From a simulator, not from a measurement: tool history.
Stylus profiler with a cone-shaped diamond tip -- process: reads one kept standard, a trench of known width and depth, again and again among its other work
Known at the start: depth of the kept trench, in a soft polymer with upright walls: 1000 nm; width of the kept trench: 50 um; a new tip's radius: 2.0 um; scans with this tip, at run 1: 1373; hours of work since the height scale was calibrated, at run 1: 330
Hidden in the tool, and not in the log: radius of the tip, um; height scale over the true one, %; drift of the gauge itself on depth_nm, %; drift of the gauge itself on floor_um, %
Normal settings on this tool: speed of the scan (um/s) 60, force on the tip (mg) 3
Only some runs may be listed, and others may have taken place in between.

run,hour,speed of the scan (um/s),force on the tip (mg),scans with this tip,hours of work since the height scale was calibrated,depth of the trench (Å),width of the trench's floor (um)
1,0,60,3,1373,330,10189.7,46.28
2,16,60,3.6,1400,336,10208.2,46.32
3,38.5,17,3,1438,346,10184.3,46.46
4,59.3,60,7.45,1473,354,10339.8,46.4
5,77.5,60,7.45,1503,361,10341,46.36
6,104.3,60,7.45,1548,372,10339.6,46.39
7,128,60,7.45,1588,382,10343.1,46.43
8,158.5,60,7.45,1639,394,10338.7,46.41
9,187.6,60,3,1688,406,10184.9,46.3
10,216,31,1.54,1736,417,10120.1,46.36
11,231,31,1.54,1761,423,10121.2,46.38
12,248.7,137,1.96,1791,430,10139.5,45.9
13,282.5,74,3.05,1848,444,10188.4,46.32
14,301.5,230,2.11,1880,452,10148.1,45.56
15,316.6,230,2.11,1905,458,10151.1,45.52
16,340.4,179,8.23,1945,468,10364.5,46.1
17,368.7,179,8.23,1993,479,10365.3,46.12

3 options for the next run, each taken on its own from the tool as it stands now. Forecast them:
A,397.5,19,5.01,2041,491,?,?
B,397.5,120,2.99,2041,491,?,?
C,397.5,179,3.74,2041,491,?,?

run,depth of the trench (Å),width of the trench's floor (um)
A,10262.2,46.46
B,10188.1,46.05
C,10215.4,45.95
Without the tool's unlogged condition, the same runs would have read:
run,depth of the trench (Å),width of the trench's floor (um)
A,10262.2,46.47
B,10188.1,46.05
C,10215.4,45.95

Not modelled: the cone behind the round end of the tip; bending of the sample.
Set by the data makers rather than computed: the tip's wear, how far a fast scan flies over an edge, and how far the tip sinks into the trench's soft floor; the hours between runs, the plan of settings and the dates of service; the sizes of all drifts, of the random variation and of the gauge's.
